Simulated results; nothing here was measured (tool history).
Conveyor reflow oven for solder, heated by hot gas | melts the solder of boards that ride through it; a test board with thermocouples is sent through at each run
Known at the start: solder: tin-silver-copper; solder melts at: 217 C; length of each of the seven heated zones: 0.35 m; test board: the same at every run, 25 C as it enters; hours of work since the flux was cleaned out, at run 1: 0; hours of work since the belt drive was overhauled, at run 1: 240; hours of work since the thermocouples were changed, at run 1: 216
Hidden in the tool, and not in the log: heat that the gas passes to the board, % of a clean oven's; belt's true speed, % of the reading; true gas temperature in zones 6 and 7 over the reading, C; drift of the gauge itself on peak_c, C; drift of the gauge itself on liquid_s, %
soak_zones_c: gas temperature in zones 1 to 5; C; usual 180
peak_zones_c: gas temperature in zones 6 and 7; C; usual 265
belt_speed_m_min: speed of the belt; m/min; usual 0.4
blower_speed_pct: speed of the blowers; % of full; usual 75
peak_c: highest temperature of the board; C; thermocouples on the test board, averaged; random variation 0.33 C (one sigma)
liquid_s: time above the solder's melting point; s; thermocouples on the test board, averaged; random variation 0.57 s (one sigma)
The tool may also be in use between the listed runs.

run   hour  soak_zones_c  peak_zones_c  belt_speed_m_min  blower_speed_pct  hours of work since the flux was cleaned out  hours of work since the belt drive was overhauled  hours of work since the thermocouples were changed  peak_c  liquid_s
  1      0           180           265               0.4                75                                             0                                                240                                                 216   256.3      87.8
  2    9.9           180           265               0.4                75                                             6                                                246                                                 222   256.1      86.9
  3   20.8           180           265               0.4                75                                            12                                                252                                                 228   255.6      86.2
  4   35.1           180           265               0.4                75                                            21                                                260                                                 236   256.2      85.5
  5   44.5           180           265               0.4                75                                            26                                                266                                                 242     256      87.1
  6   60.1           180           262               0.4                75                                            35                                                275                                                 251     253      84.9
  7   69.4           180           262               0.4                75                                            40                                                280                                                 256   253.2        85
  8   77.3           180           262               0.4                75                                            45                                                285                                                 261   253.3      85.4
  9   85.7           180           262               0.4                75                                            50                                                289                                                 265     253      84.9
      92.1  -- flux residue cleaned out of gas plates and filters
 10  103.1           180           262               0.4                75                                             6                                                297                                                 273   253.4      84.9
 11  119.3           180           262               0.4                75                                            16                                                306                                                 282   253.3      85.1
 12  133.5           192           265               0.4                63                                            24                                                314                                                 290   256.4      93.5
 13  147.9           183           263             0.358                70                                            32                                                322                                                 298   256.2      99.3
 14  164.1           183           263             0.358                70                                            41                                                332                                                 308   255.5      99.9
 15  174.7           179           265             0.411                52                                            48                                                338                                                 314   250.4      78.5
     187.2  -- flux residue cleaned out of gas plates and filters, once more
 16  192.9           180           262               0.4                79                                             3                                                345                                                 321   254.2      86.5
 17  205.7           187           265             0.419                53                                            11                                                353                                                 329   252.7      81.9
 18  222.2           193           265               0.4                75                                            20                                                362                                                 338   258.3        96
 19  230.2           181           265             0.387                75                                            25                                                367                                                 343   257.5      91.1
 20  243.7           182           265               0.4                81                                            33                                                375                                                 351   257.6      89.4
 21  258.5           174           265             0.394                75                                            41                                                383                                                 359   255.5      84.9

Forecast each of these 4 alternatives for the next run:
  A  267.3           173           262             0.335                75                                            46                                                388                                                 364       ?         ?
  B  267.3           170           265               0.4                75                                            46                                                388                                                 364       ?         ?
  C  267.3           185           271             0.433                75                                            46                                                388                                                 364       ?         ?
  D  267.3           193           265             0.402                62                                            46                                                388                                                 364       ?         ?

run  peak_c  liquid_s
  A   256.3     103.2
  B   255.2      81.6
  C   260.7      86.1
  D   255.7      93.5
Without the tool's hidden state the same runs would have given:
run  peak_c  liquid_s
  A   254.4     100.9
  B   253.4      79.5
  C     259      84.3
  D   253.9      91.5

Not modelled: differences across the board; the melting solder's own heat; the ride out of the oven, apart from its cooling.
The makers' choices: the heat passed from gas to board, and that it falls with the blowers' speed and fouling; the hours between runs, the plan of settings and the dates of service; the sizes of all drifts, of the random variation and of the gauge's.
